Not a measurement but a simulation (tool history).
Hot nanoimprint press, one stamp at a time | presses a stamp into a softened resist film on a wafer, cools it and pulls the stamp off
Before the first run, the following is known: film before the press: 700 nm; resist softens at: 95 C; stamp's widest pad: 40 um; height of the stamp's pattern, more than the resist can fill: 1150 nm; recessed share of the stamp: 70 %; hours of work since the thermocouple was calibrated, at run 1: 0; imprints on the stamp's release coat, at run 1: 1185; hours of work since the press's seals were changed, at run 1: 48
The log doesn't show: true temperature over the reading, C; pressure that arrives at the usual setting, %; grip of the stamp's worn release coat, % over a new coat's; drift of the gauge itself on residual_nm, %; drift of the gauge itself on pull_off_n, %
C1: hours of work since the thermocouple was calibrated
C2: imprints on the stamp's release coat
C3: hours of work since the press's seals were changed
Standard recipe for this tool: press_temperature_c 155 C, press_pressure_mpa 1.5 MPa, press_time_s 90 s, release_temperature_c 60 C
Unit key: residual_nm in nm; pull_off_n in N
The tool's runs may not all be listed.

{"run": 1, "hour": 0.0, "press_temperature_c": 155, "press_pressure_mpa": 1.5, "press_time_s": 90, "release_temperature_c": 60, "C1": 0, "C2": 1185, "C3": 48, "residual_nm": 275.1, "pull_off_n": 232}
{"run": 2, "hour": 11.5, "press_temperature_c": 155, "press_pressure_mpa": 1.5, "press_time_s": 90, "release_temperature_c": 60, "C1": 8, "C2": 1214, "C3": 55, "residual_nm": 276.5, "pull_off_n": 235}
{"run": 3, "hour": 21.3, "press_temperature_c": 155, "press_pressure_mpa": 1.5, "press_time_s": 90, "release_temperature_c": 60, "C1": 14, "C2": 1237, "C3": 62, "residual_nm": 276.1, "pull_off_n": 225}
{"hour": 36.6, "done": "stamp cleaned and given a new release coat"}
{"run": 4, "hour": 44.2, "press_temperature_c": 155, "press_pressure_mpa": 1.5, "press_time_s": 90, "release_temperature_c": 60, "C1": 26, "C2": 19, "C3": 74, "residual_nm": 274.7, "pull_off_n": 221}
{"run": 5, "hour": 55.0, "press_temperature_c": 155, "press_pressure_mpa": 1.5, "press_time_s": 90, "release_temperature_c": 60, "C1": 33, "C2": 45, "C3": 81, "residual_nm": 272.9, "pull_off_n": 238}
{"run": 6, "hour": 66.7, "press_temperature_c": 155, "press_pressure_mpa": 1.5, "press_time_s": 90, "release_temperature_c": 52, "C1": 41, "C2": 73, "C3": 89, "residual_nm": 270.1, "pull_off_n": 262}
{"run": 7, "hour": 75.4, "press_temperature_c": 155, "press_pressure_mpa": 1.5, "press_time_s": 90, "release_temperature_c": 52, "C1": 47, "C2": 94, "C3": 95, "residual_nm": 273.4, "pull_off_n": 270}
{"run": 8, "hour": 87.7, "press_temperature_c": 155, "press_pressure_mpa": 1.5, "press_time_s": 90, "release_temperature_c": 52, "C1": 56, "C2": 125, "C3": 103, "residual_nm": 274, "pull_off_n": 260}
{"run": 9, "hour": 104.8, "press_temperature_c": 155, "press_pressure_mpa": 1.5, "press_time_s": 90, "release_temperature_c": 60, "C1": 67, "C2": 166, "C3": 115, "residual_nm": 274.9, "pull_off_n": 231}
{"run": 10, "hour": 113.2, "press_temperature_c": 155, "press_pressure_mpa": 1.5, "press_time_s": 90, "release_temperature_c": 60, "C1": 73, "C2": 187, "C3": 120, "residual_nm": 275.8, "pull_off_n": 225}
{"run": 11, "hour": 129.3, "press_temperature_c": 155, "press_pressure_mpa": 1.5, "press_time_s": 90, "release_temperature_c": 60, "C1": 84, "C2": 226, "C3": 131, "residual_nm": 274.6, "pull_off_n": 236}
{"run": 12, "hour": 137.4, "press_temperature_c": 155, "press_pressure_mpa": 1.5, "press_time_s": 90, "release_temperature_c": 60, "C1": 89, "C2": 245, "C3": 137, "residual_nm": 272.7, "pull_off_n": 234}
{"run": 13, "hour": 151.7, "press_temperature_c": 155, "press_pressure_mpa": 1.5, "press_time_s": 90, "release_temperature_c": 60, "C1": 99, "C2": 280, "C3": 146, "residual_nm": 274.6, "pull_off_n": 235}
{"run": 14, "hour": 163.5, "press_temperature_c": 155, "press_pressure_mpa": 1.5, "press_time_s": 90, "release_temperature_c": 60, "C1": 107, "C2": 309, "C3": 155, "residual_nm": 276.3, "pull_off_n": 225}
{"run": 15, "hour": 174.6, "press_temperature_c": 151, "press_pressure_mpa": 1.84, "press_time_s": 99, "release_temperature_c": 64, "C1": 115, "C2": 336, "C3": 162, "residual_nm": 312.5, "pull_off_n": 212}
{"run": 16, "hour": 190.7, "press_temperature_c": 151, "press_pressure_mpa": 1.84, "press_time_s": 99, "release_temperature_c": 64, "C1": 126, "C2": 376, "C3": 173, "residual_nm": 312.8, "pull_off_n": 213}
{"run": 17, "hour": 203.8, "press_temperature_c": 148, "press_pressure_mpa": 1.84, "press_time_s": 72, "release_temperature_c": 64, "C1": 134, "C2": 407, "C3": 182, "residual_nm": 411.7, "pull_off_n": 215}
{"run": 18, "hour": 214.9, "press_temperature_c": 160, "press_pressure_mpa": 1.08, "press_time_s": 80, "release_temperature_c": 64, "C1": 142, "C2": 434, "C3": 189, "residual_nm": 249.1, "pull_off_n": 218}
{"run": 19, "hour": 232.0, "press_temperature_c": 160, "press_pressure_mpa": 1.08, "press_time_s": 80, "release_temperature_c": 64, "C1": 154, "C2": 476, "C3": 201, "residual_nm": 248.9, "pull_off_n": 213}
{"run": 20, "hour": 247.3, "press_temperature_c": 160, "press_pressure_mpa": 1.08, "press_time_s": 80, "release_temperature_c": 64, "C1": 164, "C2": 513, "C3": 211, "residual_nm": 248.7, "pull_off_n": 213}
{"run": 21, "hour": 264.7, "press_temperature_c": 160, "press_pressure_mpa": 1.08, "press_time_s": 80, "release_temperature_c": 66, "C1": 176, "C2": 556, "C3": 223, "residual_nm": 251.9, "pull_off_n": 207}
{"run": 22, "hour": 275.4, "press_temperature_c": 160, "press_pressure_mpa": 2.23, "press_time_s": 55, "release_temperature_c": 66, "C1": 183, "C2": 582, "C3": 231, "residual_nm": 206.8, "pull_off_n": 208}
{"run": 23, "hour": 288.6, "press_temperature_c": 167, "press_pressure_mpa": 1.16, "press_time_s": 81, "release_temperature_c": 56, "C1": 192, "C2": 614, "C3": 240, "residual_nm": 156.2, "pull_off_n": 257}
{"run": 24, "hour": 304.9, "press_temperature_c": 155, "press_pressure_mpa": 1.07, "press_time_s": 60, "release_temperature_c": 60, "C1": 203, "C2": 654, "C3": 251, "residual_nm": 369.6, "pull_off_n": 236}
{"run": 25, "hour": 315.0, "press_temperature_c": 155, "press_pressure_mpa": 1.07, "press_time_s": 60, "release_temperature_c": 60, "C1": 210, "C2": 678, "C3": 257, "residual_nm": 368.9, "pull_off_n": 225}

Each row is a separate what-if for the run after 25, all from the same tool condition, not one after another. Results?
{"run": "A", "hour": 331.3, "press_temperature_c": 160, "press_pressure_mpa": 1.78, "press_time_s": 128, "release_temperature_c": 60, "C1": 221, "C2": 718, "C3": 269, "residual_nm": "?", "pull_off_n": "?"}
{"run": "B", "hour": 331.3, "press_temperature_c": 155, "press_pressure_mpa": 1.07, "press_time_s": 148, "release_temperature_c": 49, "C1": 221, "C2": 718, "C3": 269, "residual_nm": "?", "pull_off_n": "?"}
{"run": "C", "hour": 331.3, "press_temperature_c": 153, "press_pressure_mpa": 1.23, "press_time_s": 90, "release_temperature_c": 60, "C1": 221, "C2": 718, "C3": 269, "residual_nm": "?", "pull_off_n": "?"}
{"run": "D", "hour": 331.3, "press_temperature_c": 144, "press_pressure_mpa": 1.54, "press_time_s": 72, "release_temperature_c": 60, "C1": 221, "C2": 718, "C3": 269, "residual_nm": "?", "pull_off_n": "?"}
{"run": "E", "hour": 331.3, "press_temperature_c": 154, "press_pressure_mpa": 1.8, "press_time_s": 90, "release_temperature_c": 58, "C1": 221, "C2": 718, "C3": 269, "residual_nm": "?", "pull_off_n": "?"}

run=A residual_nm=158.3 pull_off_n=232
run=B residual_nm=263.6 pull_off_n=273
run=C residual_nm=337.6 pull_off_n=237
run=D residual_nm=518.5 pull_off_n=221
run=E residual_nm=268.8 pull_off_n=243
With no hidden state in the tool, these same runs would have given:
run=A residual_nm=158.1 pull_off_n=230
run=B residual_nm=263.3 pull_off_n=271
run=C residual_nm=337.2 pull_off_n=235
run=D residual_nm=518.2 pull_off_n=219
run=E residual_nm=268.5 pull_off_n=241
